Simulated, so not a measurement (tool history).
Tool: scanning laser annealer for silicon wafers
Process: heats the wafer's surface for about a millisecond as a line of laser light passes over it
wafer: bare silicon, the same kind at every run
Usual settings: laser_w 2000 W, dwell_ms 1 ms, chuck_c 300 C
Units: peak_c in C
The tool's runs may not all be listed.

| run | day | laser_w | dwell_ms | chuck_c | peak_c |
|---|---|---|---|---|---|
| 1 | 0 | 2000 | 1 | 300 | 1089 |
| 2 | 1 | 2000 | 1 | 300 | 1085 |
| 3 | 1.833 | 2000 | 1 | 300 | 1089 |
| 4 | 2.588 | 2000 | 1 | 300 | 1085 |
| 5 | 3.821 | 1896 | 1 | 300 | 1038 |
| 6 | 4.812 | 1896 | 1 | 300 | 1035 |
| 7 | 5.8 | 1896 | 1 | 300 | 1033 |
| 8 | 6.371 | 2000 | 1 | 289 | 1070 |
| 9 | 6.888 | 2012 | 1 | 289 | 1078 |
| 10 | 7.804 | 2012 | 1 | 289 | 1075 |
| 11 | 8.854 | 2012 | 1 | 289 | 1075 |
| 12 | 9.592 | 2012 | 1 | 317 | 1104 |
| 13 | 10.392 | 2012 | 1 | 317 | 1101 |
| 14 | 11.492 | 2012 | 1 | 317 | 1103 |
| 15 | 12.6 | 2012 | 1 | 317 | 1102 |
| 16 | 13.754 | 2012 | 1 | 317 | 1099 |
|  | 14.292 | optics aligned, line set to its width |
| 17 | 14.504 | 2012 | 1 | 317 | 1122 |
| 18 | 15.517 | 2000 | 1 | 300 | 1099 |
| 19 | 16.6 | 2000 | 1 | 300 | 1097 |
| 20 | 17.183 | 2000 | 1 | 300 | 1098 |
| 21 | 18.05 | 2041 | 1 | 338 | 1156 |
| 22 | 19.121 | 2041 | 1 | 337 | 1149 |
| 23 | 20.138 | 2041 | 1 | 337 | 1150 |
| 24 | 20.983 | 2041 | 1.09 | 337 | 1183 |
| 25 | 21.988 | 2000 | 0.95 | 300 | 1076 |
| 26 | 22.812 | 2147 | 1.2 | 287 | 1227 |
| 27 | 23.383 | 2000 | 1.14 | 324 | 1166 |
| 28 | 24.296 | 2000 | 0.75 | 331 | 1025 |
| 29 | 25.167 | 2000 | 1.19 | 338 | 1194 |
| 30 | 26.067 | 1954 | 1.1 | 300 | 1102 |
| 31 | 26.717 | 1819 | 1.15 | 291 | 1040 |
| 32 | 27.638 | 2142 | 0.85 | 322 | 1112 |
| 33 | 28.246 | 2142 | 1.14 | 322 | 1235 |
| 34 | 28.817 | 2192 | 1 | 280 | 1161 |
| 35 | 29.579 | 2000 | 0.71 | 321 | 995 |
| 36 | 30.267 | 2113 | 1.04 | 301 | 1160 |
| 37 | 30.962 | 2113 | 1.04 | 301 | 1156 |
| 38 | 31.733 | 2000 | 1.15 | 300 | 1137 |
| 39 | 32.312 | 2137 | 0.84 | 300 | 1089 |

Some steps in peak_c between neighbouring runs. How much of each would the tool show without its hidden state too (settings, what came in, random variation), and how much is left for the hidden state, with any gauge scatter that isn't in both results?
The hidden state here: light that passes the window, % of a clean one's; laser's true power over the reading, %; width of the line over the set one, %; drift of the gauge itself on peak_c, C.
Run 16 -> 17: optics aligned, line set to its width. peak_c +23 C: hidden state +23, all else +0.
Run 28 -> 29: dwell_ms 0.75 -> 1.19, chuck_c 331 -> 338. peak_c +169 C: hidden state -5, all else +174.
Run 34 -> 35: laser_w 2192 -> 2000, dwell_ms 1 -> 0.71, chuck_c 280 -> 321. peak_c -166 C: hidden state +8, all else -174.
Run 35 -> 36: laser_w 2000 -> 2113, dwell_ms 0.71 -> 1.04, chuck_c 321 -> 301. peak_c +165 C: hidden state -8, all else +173.

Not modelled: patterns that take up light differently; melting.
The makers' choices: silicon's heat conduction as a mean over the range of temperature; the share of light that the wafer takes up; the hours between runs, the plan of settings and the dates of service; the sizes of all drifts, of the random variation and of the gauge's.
